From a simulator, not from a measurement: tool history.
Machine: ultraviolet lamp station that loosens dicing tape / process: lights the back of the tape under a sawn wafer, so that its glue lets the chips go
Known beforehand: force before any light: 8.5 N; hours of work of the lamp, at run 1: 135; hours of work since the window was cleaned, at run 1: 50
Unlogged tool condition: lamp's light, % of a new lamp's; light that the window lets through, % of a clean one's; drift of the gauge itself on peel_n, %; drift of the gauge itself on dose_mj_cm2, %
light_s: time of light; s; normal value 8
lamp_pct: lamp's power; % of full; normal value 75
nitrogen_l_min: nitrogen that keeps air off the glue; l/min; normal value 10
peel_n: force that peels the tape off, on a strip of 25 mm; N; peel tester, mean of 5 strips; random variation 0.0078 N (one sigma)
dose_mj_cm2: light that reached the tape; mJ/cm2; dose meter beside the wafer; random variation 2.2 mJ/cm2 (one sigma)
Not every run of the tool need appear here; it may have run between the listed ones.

run   hour  light_s  lamp_pct  nitrogen_l_min  hours of work of the lamp  hours of work since the window was cleaned  peel_n  dose_mj_cm2
  1    0.0        8        75              10                        135                                          50   0.330          180
  2   11.4        8        75              10                        141                                          56   0.344          181
  3   21.8        8        75              10                        145                                          60   0.345          182
  4   31.9        8        75              10                        150                                          65   0.338          180
  5   46.3        6        75              10                        156                                          71   0.596          134
  6   60.1        8        75              10                        163                                          77   0.359          178
  7   66.5        8        75              10                        165                                          80   0.360          179
  8   77.1        8        75               5                        170                                          85   0.533          178
  9   86.3        8        75               5                        174                                          89   0.502          179
 10   92.7        8        75              10                        177                                          92   0.364          175
 11  106.3        8        75              10                        183                                          98   0.365          174
 12  119.8        8        75              10                        189                                         104   0.365          176
 13  133.5        8        75              10                        196                                         111   0.362          173
 14  143.2        8        75              10                        200                                         115   0.382          174
 15  152.7        8        75              10                        204                                         119   0.375          170
 16  163.9        8        75              10                        209                                         124   0.377          169
 17  175.1        8        75              10                        214                                         129   0.380          171
 18  184.1        8        75               3                        218                                         133   0.778          173
 19  195.2        8        96              10                        223                                         138   0.272          216
 20  209.7        8        96              10                        230                                         145   0.278          209
 21  222.7        7        75              10                        236                                         151   0.515          142
 22  230.1       10        75              10                        239                                         154   0.276          205
 23  238.7        6        75              10                        243                                         158   0.700          124
 24  248.4        6        75              10                        247                                         162   0.731          119
 25  258.0        6        77              16                        252                                         167   0.553          126
 26  271.2        6        70               6                        258                                         173   1.117          111
 27  277.9        5        98               9                        261                                         176   0.663          136
 28  287.5        8        75               7                        265                                         180   0.493          159
 29  298.7        8        75               7                        270                                         185   0.515          159
 30  307.2        8        75               7                        274                                         189   0.517          164
 31  320.9        8        93              13                        280                                         195   0.291          198
 32  334.5        8        70              10                        286                                         201   0.510          148
 33  345.0        5        76              10                        291                                         206   1.042          102
 34  356.1        8        62               9                        296                                         211   0.723          128
 35  364.5       12        75               5                        300                                         215   0.306          236

Forecast run 36:
 36  379.1        8        76              10                        306                                         221       ?            ?

For run 36 the tool returned peel_n 0.435 N, dose_mj_cm2 152 mJ/cm2.
On a tool with no hidden condition, and with the same random variation, this run would have come out at peel_n 0.287 N, dose_mj_cm2 196 mJ/cm2.
